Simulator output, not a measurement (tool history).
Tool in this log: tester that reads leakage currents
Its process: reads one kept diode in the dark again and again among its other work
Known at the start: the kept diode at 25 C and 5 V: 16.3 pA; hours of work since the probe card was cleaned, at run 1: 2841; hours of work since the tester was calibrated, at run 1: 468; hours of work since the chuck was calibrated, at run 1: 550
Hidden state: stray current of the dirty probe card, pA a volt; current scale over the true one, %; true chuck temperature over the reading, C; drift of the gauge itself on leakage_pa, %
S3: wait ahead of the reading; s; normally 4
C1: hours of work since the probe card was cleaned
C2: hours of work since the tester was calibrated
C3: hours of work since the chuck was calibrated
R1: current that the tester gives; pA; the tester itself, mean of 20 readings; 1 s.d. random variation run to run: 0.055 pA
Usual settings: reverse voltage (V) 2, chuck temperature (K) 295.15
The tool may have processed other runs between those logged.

{"run": 1, "hour": 0.0, "reverse voltage (V)": 2, "chuck temperature (K)": 295.15, "S3": 4, "C1": 2841, "C2": 468, "C3": 550, "R1": 9.91}
{"run": 2, "hour": 28.8, "reverse voltage (V)": 2, "chuck temperature (K)": 295.15, "S3": 4, "C1": 2855, "C2": 482, "C3": 564, "R1": 9.95}
{"run": 3, "hour": 48.2, "reverse voltage (V)": 2, "chuck temperature (K)": 316.15, "S3": 4, "C1": 2865, "C2": 491, "C3": 574, "R1": 35.2}
{"run": 4, "hour": 77.6, "reverse voltage (V)": 12.75, "chuck temperature (K)": 316.15, "S3": 4, "C1": 2879, "C2": 505, "C3": 588, "R1": 115.11}
{"run": 5, "hour": 93.9, "reverse voltage (V)": 12.75, "chuck temperature (K)": 316.15, "S3": 4, "C1": 2887, "C2": 513, "C3": 596, "R1": 115.25}
{"run": 6, "hour": 110.5, "reverse voltage (V)": 12.75, "chuck temperature (K)": 316.15, "S3": 4, "C1": 2895, "C2": 521, "C3": 604, "R1": 115.66}
{"run": 7, "hour": 133.1, "reverse voltage (V)": 12.75, "chuck temperature (K)": 316.15, "S3": 4, "C1": 2906, "C2": 532, "C3": 615, "R1": 114.74}
{"run": 8, "hour": 153.3, "reverse voltage (V)": 12.75, "chuck temperature (K)": 316.15, "S3": 4, "C1": 2916, "C2": 542, "C3": 625, "R1": 115.18}
{"run": 9, "hour": 172.6, "reverse voltage (V)": 12.75, "chuck temperature (K)": 316.15, "S3": 4.62, "C1": 2925, "C2": 552, "C3": 634, "R1": 114.66}
{"run": 10, "hour": 192.5, "reverse voltage (V)": 12.75, "chuck temperature (K)": 316.15, "S3": 4.62, "C1": 2935, "C2": 561, "C3": 644, "R1": 115.53}
{"run": 11, "hour": 222.7, "reverse voltage (V)": 2, "chuck temperature (K)": 295.15, "S3": 1.92, "C1": 2949, "C2": 576, "C3": 658, "R1": 10.18}
{"run": 12, "hour": 242.4, "reverse voltage (V)": 2, "chuck temperature (K)": 295.15, "S3": 0.85, "C1": 2959, "C2": 586, "C3": 668, "R1": 10.5}
{"run": 13, "hour": 267.0, "reverse voltage (V)": 2, "chuck temperature (K)": 295.15, "S3": 0.85, "C1": 2971, "C2": 598, "C3": 680, "R1": 10.67}
{"run": 14, "hour": 295.2, "reverse voltage (V)": 2, "chuck temperature (K)": 295.15, "S3": 0.85, "C1": 2985, "C2": 611, "C3": 694, "R1": 10.58}
{"run": 15, "hour": 317.1, "reverse voltage (V)": 5.91, "chuck temperature (K)": 295.15, "S3": 4, "C1": 2995, "C2": 622, "C3": 704, "R1": 22.02}
{"run": 16, "hour": 332.2, "reverse voltage (V)": 2, "chuck temperature (K)": 295.15, "S3": 3.01, "C1": 3003, "C2": 629, "C3": 712, "R1": 9.99}
{"run": 17, "hour": 363.7, "reverse voltage (V)": 4.59, "chuck temperature (K)": 295.15, "S3": 4, "C1": 3018, "C2": 645, "C3": 727, "R1": 18.41}
{"run": 18, "hour": 385.2, "reverse voltage (V)": 2, "chuck temperature (K)": 295.15, "S3": 8.76, "C1": 3029, "C2": 655, "C3": 737, "R1": 9.91}
{"run": 19, "hour": 414.1, "reverse voltage (V)": 2, "chuck temperature (K)": 295.15, "S3": 8.76, "C1": 3043, "C2": 669, "C3": 751, "R1": 9.76}
{"run": 20, "hour": 444.2, "reverse voltage (V)": 2, "chuck temperature (K)": 295.15, "S3": 4, "C1": 3057, "C2": 684, "C3": 766, "R1": 9.94}
{"run": 21, "hour": 469.3, "reverse voltage (V)": 2, "chuck temperature (K)": 305.15, "S3": 1.91, "C1": 3069, "C2": 696, "C3": 778, "R1": 17.88}
{"run": 22, "hour": 496.3, "reverse voltage (V)": 5.76, "chuck temperature (K)": 305.15, "S3": 3.24, "C1": 3083, "C2": 709, "C3": 791, "R1": 36.18}
{"run": 23, "hour": 527.3, "reverse voltage (V)": 5.76, "chuck temperature (K)": 305.15, "S3": 3.24, "C1": 3098, "C2": 724, "C3": 806, "R1": 36.37}
{"run": 24, "hour": 551.3, "reverse voltage (V)": 11.17, "chuck temperature (K)": 310.15, "S3": 8.68, "C1": 3109, "C2": 736, "C3": 818, "R1": 74.92}
{"run": 25, "hour": 579.7, "reverse voltage (V)": 2, "chuck temperature (K)": 329.15, "S3": 4, "C1": 3123, "C2": 750, "C3": 832, "R1": 77.61}
{"run": 26, "hour": 598.7, "reverse voltage (V)": 2, "chuck temperature (K)": 329.15, "S3": 4, "C1": 3132, "C2": 759, "C3": 841, "R1": 77.35}
{"run": 27, "hour": 624.8, "reverse voltage (V)": 6.18, "chuck temperature (K)": 311.15, "S3": 9.44, "C1": 3145, "C2": 772, "C3": 854, "R1": 52.99}
{"run": 28, "hour": 645.2, "reverse voltage (V)": 7.75, "chuck temperature (K)": 298.15, "S3": 4, "C1": 3155, "C2": 781, "C3": 864, "R1": 31.45}
{"run": 29, "hour": 673.3, "reverse voltage (V)": 7.75, "chuck temperature (K)": 298.15, "S3": 4, "C1": 3169, "C2": 795, "C3": 877, "R1": 31.46}
{"run": 30, "hour": 699.9, "reverse voltage (V)": 2, "chuck temperature (K)": 324.15, "S3": 3.2, "C1": 3182, "C2": 808, "C3": 890, "R1": 56.71}
{"run": 31, "hour": 724.0, "reverse voltage (V)": 2, "chuck temperature (K)": 324.15, "S3": 3.2, "C1": 3193, "C2": 820, "C3": 902, "R1": 56.89}
{"run": 32, "hour": 742.9, "reverse voltage (V)": 2, "chuck temperature (K)": 324.15, "S3": 3.2, "C1": 3202, "C2": 829, "C3": 911, "R1": 56.83}
{"run": 33, "hour": 775.1, "reverse voltage (V)": 16.54, "chuck temperature (K)": 322.15, "S3": 2.84, "C1": 3218, "C2": 845, "C3": 927, "R1": 190.8}
{"run": 34, "hour": 806.3, "reverse voltage (V)": 8.55, "chuck temperature (K)": 297.15, "S3": 2.84, "C1": 3233, "C2": 860, "C3": 942, "R1": 32.9}
{"run": 35, "hour": 832.6, "reverse voltage (V)": 2, "chuck temperature (K)": 308.15, "S3": 1, "C1": 3246, "C2": 873, "C3": 955, "R1": 21.63}
{"run": 36, "hour": 858.3, "reverse voltage (V)": 2, "chuck temperature (K)": 316.15, "S3": 0.42, "C1": 3259, "C2": 885, "C3": 967, "R1": 36.09}
{"run": 37, "hour": 887.4, "reverse voltage (V)": 2, "chuck temperature (K)": 327.15, "S3": 0.37, "C1": 3273, "C2": 899, "C3": 982, "R1": 69.43}
{"run": 38, "hour": 915.1, "reverse voltage (V)": 4.62, "chuck temperature (K)": 297.15, "S3": 0.34, "C1": 3286, "C2": 913, "C3": 995, "R1": 24.81}
{"run": 39, "hour": 938.7, "reverse voltage (V)": 4.62, "chuck temperature (K)": 297.15, "S3": 0.34, "C1": 3298, "C2": 924, "C3": 1006, "R1": 25.01}
{"run": 40, "hour": 954.3, "reverse voltage (V)": 4.62, "chuck temperature (K)": 297.15, "S3": 0.34, "C1": 3305, "C2": 932, "C3": 1014, "R1": 24.93}

4 options for the next run, each taken on its own from the tool as it stands now. Forecast them:
{"run": "A", "hour": 973.3, "reverse voltage (V)": 1.73, "chuck temperature (K)": 295.15, "S3": 4, "C1": 3314, "C2": 941, "C3": 1023, "R1": "?"}
{"run": "B", "hour": 973.3, "reverse voltage (V)": 13.18, "chuck temperature (K)": 297.15, "S3": 0.34, "C1": 3314, "C2": 941, "C3": 1023, "R1": "?"}
{"run": "C", "hour": 973.3, "reverse voltage (V)": 17.84, "chuck temperature (K)": 295.15, "S3": 4, "C1": 3314, "C2": 941, "C3": 1023, "R1": "?"}
{"run": "D", "hour": 973.3, "reverse voltage (V)": 3.18, "chuck temperature (K)": 316.15, "S3": 1.02, "C1": 3314, "C2": 941, "C3": 1023, "R1": "?"}

run=A R1=9.05
run=B R1=58.6
run=C R1=54.27
run=D R1=47.04
Take away the tool's hidden state, keep each run's random variation, and the runs would have read:
run=A R1=7.15
run=B R1=41.07
run=C R1=29.5
run=D R1=46.75

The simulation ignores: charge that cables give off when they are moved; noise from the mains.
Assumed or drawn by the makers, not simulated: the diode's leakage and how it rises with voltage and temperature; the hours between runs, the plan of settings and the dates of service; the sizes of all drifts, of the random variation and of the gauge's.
